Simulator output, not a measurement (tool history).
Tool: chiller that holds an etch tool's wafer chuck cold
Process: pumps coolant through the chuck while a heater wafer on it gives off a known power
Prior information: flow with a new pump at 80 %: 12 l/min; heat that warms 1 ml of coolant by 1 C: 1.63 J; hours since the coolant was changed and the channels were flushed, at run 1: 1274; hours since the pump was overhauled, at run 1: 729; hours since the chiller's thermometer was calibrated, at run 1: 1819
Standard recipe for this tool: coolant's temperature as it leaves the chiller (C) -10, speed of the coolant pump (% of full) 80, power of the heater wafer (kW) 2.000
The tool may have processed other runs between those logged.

run,hour,coolant's temperature as it leaves the chiller (C),speed of the coolant pump (% of full),power of the heater wafer (kW),hours since the coolant was changed and the channels were flushed,hours since the pump was overhauled,hours since the chiller's thermometer was calibrated,chuck's temperature once it has settled (C),how much warmer the coolant comes back (C)
1,0.0,-10,80,2.000,1274,729,1819,9.9,6.12
2,30.4,-5,80,2.000,1304,759,1849,15.0,6.08
3,74.5,-5,80,2.000,1348,804,1893,15.0,6.11
4,109.2,-10,80,2.000,1383,838,1928,10.1,6.16
5,141.5,-10,80,2.000,1415,871,1960,9.9,6.05
6,177.0,-10,80,2.000,1451,906,1996,10.0,6.11
7,233.1,-1,80,2.000,1507,962,2052,18.9,6.13
8,273.9,-1,80,2.000,1548,1003,2093,19.0,6.12
9,300.7,-1,80,2.000,1575,1030,2120,18.9,6.09
10,324.2,-10,80,2.000,1598,1053,2143,9.9,6.09
11,354.9,-10,80,2.000,1629,1084,2174,9.9,6.16
12,385.5,-10,80,2.000,1659,1115,2204,10.0,6.14
13,412.0,-10,80,2.000,1686,1141,2231,10.1,6.18
14,455.3,-10,80,2.000,1729,1184,2274,9.8,6.08
15,487.6,-10,80,2.000,1762,1217,2307,9.9,6.13
16,541.8,-10,80,2.000,1816,1271,2361,9.9,6.09
17,580.1,-11,75,2.279,1854,1309,2399,12.5,7.43
# hour 602.0: chiller's thermometer calibrated
18,637.2,-11,75,2.279,1910,1365,35,12.4,7.41
19,676.5,-4,81,2.279,1949,1405,74,18.5,6.90
20,708.4,-2,81,2.279,1981,1436,106,20.8,6.97
21,761.2,-10,80,2.859,2034,1489,159,18.5,8.80
22,801.8,-10,80,2.859,2075,1530,200,18.3,8.81
23,845.3,-1,78,2.000,2118,1573,243,19.2,6.30
24,894.8,-1,73,2.442,2168,1623,293,24.6,8.21
25,940.1,-10,80,1.091,2213,1668,338,0.9,3.34
26,993.1,-10,80,1.091,2266,1721,391,1.0,3.32
27,1024.0,-10,80,1.091,2297,1752,422,1.0,3.36
28,1052.3,-10,80,1.091,2325,1780,450,0.9,3.35
29,1078.2,-4,78,2.000,2351,1806,476,16.2,6.29
30,1121.3,-19,80,2.563,2394,1849,519,6.7,7.81
31,1173.8,-19,80,2.563,2447,1902,572,6.7,7.83

Below are 5 alternative next runs, each starting from the tool's condition after run 31. Predict each:
A,1212.7,-4,86,1.537,2486,1941,611,?,?
B,1212.7,-17,80,2.563,2486,1941,611,?,?
C,1212.7,-19,80,2.960,2486,1941,611,?,?
D,1212.7,-18,90,1.221,2486,1941,611,?,?
E,1212.7,-10,80,1.260,2486,1941,611,?,?

run,chuck's temperature once it has settled (C),how much warmer the coolant comes back (C)
A,10.8,4.37
B,8.6,7.87
C,10.6,9.12
D,-6.6,3.34
E,2.7,3.94
The same runs, with their run-to-run variation unchanged, on a tool lacking any hidden condition would have given:
run,chuck's temperature once it has settled (C),how much warmer the coolant comes back (C)
A,10.7,4.37
B,8.5,7.87
C,10.6,9.11
D,-6.6,3.33
E,2.7,3.94
